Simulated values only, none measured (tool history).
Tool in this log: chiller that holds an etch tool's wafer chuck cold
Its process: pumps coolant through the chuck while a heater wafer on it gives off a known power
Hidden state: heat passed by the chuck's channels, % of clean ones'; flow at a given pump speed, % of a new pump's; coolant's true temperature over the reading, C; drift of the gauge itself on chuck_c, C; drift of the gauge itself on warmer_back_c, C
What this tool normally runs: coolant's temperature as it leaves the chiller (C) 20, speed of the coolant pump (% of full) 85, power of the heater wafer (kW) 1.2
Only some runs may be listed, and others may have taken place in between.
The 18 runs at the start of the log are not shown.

| run | hour | coolant's temperature as it leaves the chiller (C) | speed of the coolant pump (% of full) | power of the heater wafer (kW) | hours since the coolant was changed and the channels were flushed | hours since the pump was overhauled | hours since the chiller's thermometer was calibrated | chuck's temperature once it has settled (C) | how much warmer the coolant comes back (C) |
|---|---|---|---|---|---|---|---|---|---|
| 19 | 620.3 | 12 | 86 | 1.2 | 2475 | 3190 | 2173 | 24.2 | 5.04 |
| 20 | 640 | 26 | 74 | 1.442 | 2494 | 3210 | 2192 | 43.1 | 7.09 |
| 21 | 666.1 | 20 | 67 | 1.2 | 2521 | 3236 | 2218 | 35.7 | 6.64 |
| 22 | 695.8 | 13 | 62 | 1.17 | 2550 | 3266 | 2248 | 29.5 | 6.96 |
| 23 | 742.9 | 19 | 91 | 1.17 | 2597 | 3313 | 2295 | 30.2 | 4.66 |
| 24 | 773.3 | 19 | 91 | 1.17 | 2628 | 3343 | 2326 | 30.2 | 4.58 |
| 25 | 801.4 | 19 | 91 | 1.17 | 2656 | 3372 | 2354 | 30.3 | 4.58 |
| 26 | 831.4 | 19 | 91 | 1.17 | 2686 | 3402 | 2384 | 30.3 | 4.63 |
| 27 | 874.5 | 19 | 91 | 1.17 | 2729 | 3445 | 2427 | 30.3 | 4.59 |
| 28 | 895.9 | 11 | 96 | 0.895 | 2750 | 3466 | 2448 | 19.1 | 3.34 |
| 29 | 938.3 | 24 | 62 | 1.494 | 2793 | 3509 | 2491 | 45.3 | 8.91 |

Run 30 is up next; what results do you expect?
| 30 | 962.5 | 24 | 62 | 1.494 | 2817 | 3533 | 2515 | ? | ? |

Logged for run 30: chuck's temperature once it has settled (C) 45.1, how much warmer the coolant comes back (C) 8.97.
With no hidden state in the tool, this same run would have given chuck's temperature once it has settled (C) 43.6, how much warmer the coolant comes back (C) 8.67.
